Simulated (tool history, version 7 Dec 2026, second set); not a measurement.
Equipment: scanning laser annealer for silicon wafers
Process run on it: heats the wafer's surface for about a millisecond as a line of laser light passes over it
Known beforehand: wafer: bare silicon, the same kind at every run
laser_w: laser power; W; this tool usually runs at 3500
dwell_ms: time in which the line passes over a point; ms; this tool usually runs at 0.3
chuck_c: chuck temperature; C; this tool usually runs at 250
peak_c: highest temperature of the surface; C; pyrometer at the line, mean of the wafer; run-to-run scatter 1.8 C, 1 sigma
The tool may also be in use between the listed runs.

{"run": 1, "hour": 0.0, "laser_w": 3500, "dwell_ms": 0.3, "chuck_c": 250, "peak_c": 977}
{"run": 2, "hour": 74.9, "laser_w": 3404, "dwell_ms": 0.3, "chuck_c": 250, "peak_c": 955}
{"run": 3, "hour": 139.0, "laser_w": 3500, "dwell_ms": 0.3, "chuck_c": 250, "peak_c": 975}
{"hour": 171.7, "done": "optics aligned, line set to its width"}
{"run": 4, "hour": 203.7, "laser_w": 3500, "dwell_ms": 0.3, "chuck_c": 250, "peak_c": 978}
{"run": 5, "hour": 244.9, "laser_w": 3500, "dwell_ms": 0.3, "chuck_c": 250, "peak_c": 976}
{"run": 6, "hour": 290.3, "laser_w": 3500, "dwell_ms": 0.3, "chuck_c": 250, "peak_c": 978}
{"run": 7, "hour": 329.1, "laser_w": 3500, "dwell_ms": 0.3, "chuck_c": 250, "peak_c": 981}
{"run": 8, "hour": 380.0, "laser_w": 3500, "dwell_ms": 0.3, "chuck_c": 250, "peak_c": 977}
{"run": 9, "hour": 434.5, "laser_w": 3500, "dwell_ms": 0.3, "chuck_c": 250, "peak_c": 977}
{"hour": 471.6, "done": "window over the wafer cleaned"}
{"run": 10, "hour": 507.2, "laser_w": 3500, "dwell_ms": 0.3, "chuck_c": 250, "peak_c": 974}
{"run": 11, "hour": 557.9, "laser_w": 3500, "dwell_ms": 0.3, "chuck_c": 250, "peak_c": 975}
{"run": 12, "hour": 631.7, "laser_w": 3500, "dwell_ms": 0.3, "chuck_c": 250, "peak_c": 980}
{"run": 13, "hour": 685.2, "laser_w": 3500, "dwell_ms": 0.3, "chuck_c": 252, "peak_c": 977}
{"run": 14, "hour": 748.0, "laser_w": 3500, "dwell_ms": 0.3, "chuck_c": 250, "peak_c": 976}
{"run": 15, "hour": 823.4, "laser_w": 3500, "dwell_ms": 0.3, "chuck_c": 250, "peak_c": 977}
{"run": 16, "hour": 887.7, "laser_w": 3500, "dwell_ms": 0.3, "chuck_c": 250, "peak_c": 976}
{"run": 17, "hour": 940.5, "laser_w": 3500, "dwell_ms": 0.3, "chuck_c": 250, "peak_c": 979}
{"run": 18, "hour": 990.9, "laser_w": 3500, "dwell_ms": 0.3, "chuck_c": 250, "peak_c": 976}
{"run": 19, "hour": 1051.0, "laser_w": 3500, "dwell_ms": 0.3, "chuck_c": 250, "peak_c": 976}
{"run": 20, "hour": 1110.2, "laser_w": 3500, "dwell_ms": 0.3, "chuck_c": 250, "peak_c": 978}
{"run": 21, "hour": 1159.7, "laser_w": 3387, "dwell_ms": 0.272, "chuck_c": 277, "peak_c": 940}
{"run": 22, "hour": 1230.7, "laser_w": 3159, "dwell_ms": 0.212, "chuck_c": 230, "peak_c": 767}
{"run": 23, "hour": 1301.7, "laser_w": 3422, "dwell_ms": 0.351, "chuck_c": 283, "peak_c": 1053}
{"hour": 1318.0, "done": "window over the wafer cleaned"}
{"run": 24, "hour": 1372.1, "laser_w": 3656, "dwell_ms": 0.285, "chuck_c": 250, "peak_c": 995}
{"run": 25, "hour": 1429.4, "laser_w": 3755, "dwell_ms": 0.341, "chuck_c": 259, "peak_c": 1107}
{"run": 26, "hour": 1487.2, "laser_w": 3755, "dwell_ms": 0.341, "chuck_c": 259, "peak_c": 1104}
{"run": 27, "hour": 1547.2, "laser_w": 3307, "dwell_ms": 0.222, "chuck_c": 250, "peak_c": 826}
{"run": 28, "hour": 1605.3, "laser_w": 3728, "dwell_ms": 0.242, "chuck_c": 288, "peak_c": 988}
{"run": 29, "hour": 1647.4, "laser_w": 3559, "dwell_ms": 0.295, "chuck_c": 241, "peak_c": 975}
{"run": 30, "hour": 1708.1, "laser_w": 3500, "dwell_ms": 0.3, "chuck_c": 224, "peak_c": 950}
{"run": 31, "hour": 1772.2, "laser_w": 3500, "dwell_ms": 0.3, "chuck_c": 224, "peak_c": 953}
{"run": 32, "hour": 1841.7, "laser_w": 3785, "dwell_ms": 0.232, "chuck_c": 285, "peak_c": 979}
{"run": 33, "hour": 1890.4, "laser_w": 3039, "dwell_ms": 0.308, "chuck_c": 288, "peak_c": 911}

Below are 4 alternative next runs, each starting from the tool's condition after run 33. Predict each:
{"run": "A", "hour": 1927.3, "laser_w": 3478, "dwell_ms": 0.225, "chuck_c": 288, "peak_c": "?"}
{"run": "B", "hour": 1927.3, "laser_w": 3039, "dwell_ms": 0.308, "chuck_c": 216, "peak_c": "?"}
{"run": "C", "hour": 1927.3, "laser_w": 3500, "dwell_ms": 0.329, "chuck_c": 233, "peak_c": "?"}
{"run": "D", "hour": 1927.3, "laser_w": 3080, "dwell_ms": 0.258, "chuck_c": 288, "peak_c": "?"}

run=A peak_c=908
run=B peak_c=843
run=C peak_c=996
run=D peak_c=865
Stripped of hidden state, with their random variation kept, the same runs would have yielded:
run=A peak_c=909
run=B peak_c=843
run=C peak_c=997
run=D peak_c=865
